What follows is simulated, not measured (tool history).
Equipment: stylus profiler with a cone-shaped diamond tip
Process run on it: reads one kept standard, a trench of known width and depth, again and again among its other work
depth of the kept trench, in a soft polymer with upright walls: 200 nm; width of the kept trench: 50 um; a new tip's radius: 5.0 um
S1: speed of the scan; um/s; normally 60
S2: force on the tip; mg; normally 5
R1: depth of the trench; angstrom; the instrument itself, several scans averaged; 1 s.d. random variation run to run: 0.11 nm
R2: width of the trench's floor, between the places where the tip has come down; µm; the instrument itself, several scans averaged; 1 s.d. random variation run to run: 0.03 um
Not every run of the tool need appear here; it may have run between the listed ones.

run   hour   S1    S2      R1     R2
  1      0   60     5  2051.8  47.12
  2   36.4   60     5  2050.7  47.07
  3   53.2  103     5  2050.2  47.04
  4   79.5   60     5  2050.9  47.14
  5  111.6   60  2.45  2031.7  47.09
  6  137.5   60  2.45  2030.7  47.04
  7  159.9   60  2.45  2028.3  47.08
  8  198.8  108     5  2050.8  47.03
  9  232.9   60     5    2053  47.13
 10  255.4   60     5  2052.2  47.11
 11  279.1   60     5  2051.1  47.07
 12  295.5  236   7.7  2065.5  46.89
 13  325.9   18  2.63  2032.9  47.21
 14  356.7  236  6.98  2061.3   46.9
 15  381.9  236  6.98  2062.5  46.89
 16  402.1   20  5.18  2049.6   47.2
 17  434.8   19  2.52  2031.8  47.12
 18  465.6   60  3.84  2044.2   47.1
 19  493.3  222  6.73  2062.9  46.95
 20  518.3  222  6.73  2062.4  46.89
 21  551.2  130  1.71  2024.8  46.88

Consider 4 possible next runs. They are alternatives, not a sequence: every one starts from the tool as it was left by run 21. What does each give?
  A  568.5  130   1.91   ?   ?
  B  568.5   60  13.18   ?   ?
  C  568.5   31   1.75   ?   ?
  D  568.5   60   3.72   ?   ?

run      R1     R2
  A  2026.9  46.88
  B  2096.7  47.07
  C  2026.4  47.14
  D  2043.7  47.05
Stripped of hidden state, with their random variation kept, the same runs would have yielded:
run      R1     R2
  A  2026.9  46.89
  B  2096.7  47.08
  C  2026.3  47.15
  D  2043.6  47.06
